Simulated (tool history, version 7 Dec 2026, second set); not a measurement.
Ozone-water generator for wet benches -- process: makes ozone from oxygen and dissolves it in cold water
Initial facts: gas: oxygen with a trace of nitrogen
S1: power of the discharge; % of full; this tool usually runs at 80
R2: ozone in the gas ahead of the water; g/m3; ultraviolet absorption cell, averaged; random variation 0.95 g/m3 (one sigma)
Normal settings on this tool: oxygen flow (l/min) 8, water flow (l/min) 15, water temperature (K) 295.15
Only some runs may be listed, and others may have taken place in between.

Run 1, hour 0: usual settings. Result: dissolved ozone (ppm) 21.2, R2 160.6 g/m3.
Run 2, hour 93.4: usual settings but water flow (l/min) 13. Result: dissolved ozone (ppm) 23.3, R2 159.6 g/m3.
Run 3, hour 159.6: usual settings but oxygen flow (l/min) 11.22, water flow (l/min) 13. Result: dissolved ozone (ppm) 22, R2 139 g/m3.
Run 4, hour 211: usual settings but oxygen flow (l/min) 13.41, water flow (l/min) 13. Result: dissolved ozone (ppm) 21.1, R2 127.5 g/m3.
Run 5, hour 285.4: usual settings but oxygen flow (l/min) 13.41, water flow (l/min) 14. Result: dissolved ozone (ppm) 20.2, R2 125.7 g/m3.
Run 6, hour 382: usual settings but water flow (l/min) 21. Result: dissolved ozone (ppm) 16.3, R2 158.5 g/m3.
Run 7, hour 446.9: usual settings but water flow (l/min) 21. Result: dissolved ozone (ppm) 16.5, R2 159 g/m3.
Run 8, hour 487.4: usual settings. Result: dissolved ozone (ppm) 20.9, R2 160.3 g/m3.
Run 9, hour 551.2: usual settings but oxygen flow (l/min) 5.62. Result: dissolved ozone (ppm) 21.5, R2 184.8 g/m3.
Run 10, hour 643: usual settings. Result: dissolved ozone (ppm) 21.1, R2 160.3 g/m3.
Run 11, hour 702.5: usual settings. Result: dissolved ozone (ppm) 20.8, R2 158.3 g/m3.
Run 12, hour 767.7: usual settings. Result: dissolved ozone (ppm) 20.7, R2 157.1 g/m3.
Run 13, hour 835.5: usual settings but oxygen flow (l/min) 6.91. Result: dissolved ozone (ppm) 21, R2 169.3 g/m3.
Run 14, hour 931.7: usual settings but oxygen flow (l/min) 6.91. Result: dissolved ozone (ppm) 20.6, R2 170.2 g/m3.
Run 15, hour 975.8: usual settings. Result: dissolved ozone (ppm) 20.7, R2 160.3 g/m3.
Run 16, hour 1045.7: usual settings. Result: dissolved ozone (ppm) 20.8, R2 159 g/m3.
Run 17, hour 1136.6: usual settings. Result: dissolved ozone (ppm) 20.5, R2 158 g/m3.
Run 18, hour 1234.5: usual settings but oxygen flow (l/min) 9.78. Result: dissolved ozone (ppm) 20.1, R2 144.2 g/m3.
Run 19, hour 1301.3: usual settings but S1 91 % of full, oxygen flow (l/min) 9.78, water temperature (K) 297.15. Result: dissolved ozone (ppm) 21, R2 158.4 g/m3.
Run 20, hour 1391.4: usual settings but S1 94 % of full, oxygen flow (l/min) 4.07, water temperature (K) 289.15. Result: dissolved ozone (ppm) 25.1, R2 237.3 g/m3.
Run 21, hour 1460.5: usual settings but S1 94 % of full, oxygen flow (l/min) 4.07, water temperature (K) 289.15. Result: dissolved ozone (ppm) 25.2, R2 235.8 g/m3.
Run 22, hour 1519.5: usual settings but S1 94 % of full, oxygen flow (l/min) 4.07, water temperature (K) 289.15. Result: dissolved ozone (ppm) 25, R2 232.8 g/m3.
Run 23, hour 1608.4: usual settings but water flow (l/min) 18. Result: dissolved ozone (ppm) 18, R2 156.5 g/m3.
Run 24, hour 1680.1: usual settings but S1 42 % of full. Result: dissolved ozone (ppm) 13.1, R2 99.4 g/m3.
Run 25, hour 1733: usual settings but S1 95 % of full, water flow (l/min) 11, water temperature (K) 292.15. Result: dissolved ozone (ppm) 29.6, R2 175.3 g/m3.
Run 26, hour 1793.3: usual settings but water flow (l/min) 19, water temperature (K) 291.15. Result: dissolved ozone (ppm) 18.6, R2 157.3 g/m3.
Run 27, hour 1848.4: usual settings but S1 48 % of full, water flow (l/min) 20, water temperature (K) 291.15. Result: dissolved ozone (ppm) 12.5, R2 109.7 g/m3.
Run 28, hour 1907.3: usual settings but S1 48 % of full, water flow (l/min) 20, water temperature (K) 291.15. Result: dissolved ozone (ppm) 12.4, R2 109.2 g/m3.
Run 29, hour 1982.8: usual settings but water flow (l/min) 22, water temperature (K) 297.15. Result: dissolved ozone (ppm) 14.6, R2 156.2 g/m3.
At hour 2006: water thermometer calibrated.
Run 30, hour 2024.7: usual settings but water flow (l/min) 22, water temperature (K) 290.15. Result: dissolved ozone (ppm) 16.8, R2 155.2 g/m3.
Run 31, hour 2065.9: usual settings but S1 49 % of full, oxygen flow (l/min) 11.93, water flow (l/min) 9. Result: dissolved ozone (ppm) 17.6, R2 92.8 g/m3.
At hour 2094: contactor cleaned.
Run 32, hour 2116: usual settings but oxygen flow (l/min) 4.55. Result: dissolved ozone (ppm) 21.5, R2 197.1 g/m3.
Run 33, hour 2211.3: usual settings but water flow (l/min) 10. Result: dissolved ozone (ppm) 27.4, R2 153.6 g/m3.

Results per run with the tool's hidden condition removed, run-to-run variation unchanged:
Unlogged tool condition in this case: yield of the discharge, % of new electrodes'; contactor's efficiency, % of a clean one's; true water temperature over the reading, C; drift of the gauge itself on ozone_ppm, %; drift of the gauge itself on gas_g_m3, %.
run  dissolved ozone (ppm)     R2
  1                   22.9  161.9
  2                     25  161.1
  3                   23.7  140.5
  4                   22.8  128.9
  5                   21.9  127.2
  6                   17.9  160.6
  7                   18.2  161.3
  8                   22.8  162.7
  9                   23.4  187.9
 10                   23.1  163.1
 11                   22.8  161.2
 12                   22.7  160.1
 13                   23.1  172.8
 14                   22.7  173.9
 15                   22.8  163.9
 16                     23  162.7
 17                   22.7  161.9
 18                   22.4    148
 19                   23.5  163.2
 20                   28.1  244.9
 21                   28.2  243.6
 22                     28  240.8
 23                   20.3  161.5
 24                   14.6  101.4
 25                     33    182
 26                   21.1  162.8
 27                   14.1  112.3
 28                     14  111.9
 29                   16.8  162.1
 30                   19.2  161.2
 31                   19.2   95.3
 32                   22.4  205.1
 33                   28.6  160.1

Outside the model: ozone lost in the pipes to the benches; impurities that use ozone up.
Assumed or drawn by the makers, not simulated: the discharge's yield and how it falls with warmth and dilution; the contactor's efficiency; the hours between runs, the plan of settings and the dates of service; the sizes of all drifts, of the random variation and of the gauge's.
